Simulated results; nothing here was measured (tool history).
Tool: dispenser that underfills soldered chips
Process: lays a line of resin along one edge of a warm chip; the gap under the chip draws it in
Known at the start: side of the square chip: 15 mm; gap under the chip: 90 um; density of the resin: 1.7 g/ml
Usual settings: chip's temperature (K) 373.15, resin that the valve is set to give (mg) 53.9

run	day	chip's temperature (K)	resin that the valve is set to give (mg)	time until the resin shows at the far edge (s)	resin that the valve gave (mg)
1	0	373.15	53.9	153.4	52.09
2	0.225	370.15	53.9	202.6	52.27
# day 0.4: new syringe of resin
3	0.408	370.15	53.9	154.3	52.19
4	0.533	370.15	53.9	164.8	51.84
5	0.754	370.15	53.9	193.1	52.17
# day 0.892: dispensing valve cleaned and set on the balance
6	0.967	373.15	53.9	190	53.6
# day 1.104: new syringe of resin
7	1.121	373.15	53.9	131.1	53.8
8	1.3	373.15	53.9	150.9	53.77
9	1.454	373.15	53.9	161.4	53.21
10	1.654	373.15	53.9	186.8	53.59
# day 1.779: new syringe of resin
11	1.829	373.15	53.9	135.8	53.5
12	1.958	371.15	64.6	156	64.1
13	2.196	371.15	64.6	178.3	63.74
14	2.383	372.15	47.4	207.1	46.85
# day 2.433: new syringe of resin
15	2.538	366.15	47.1	191.6	46.15

Forecast run 16:
16	2.712	370.15	50.3	?	?

{"run 16": {"time until the resin shows at the far edge (s)": 171.8, "resin that the valve gave (mg)": 49.49}}
Without the tool's hidden state the same run would have given time until the resin shows at the far edge (s) 157.7, resin that the valve gave (mg) 50.42.
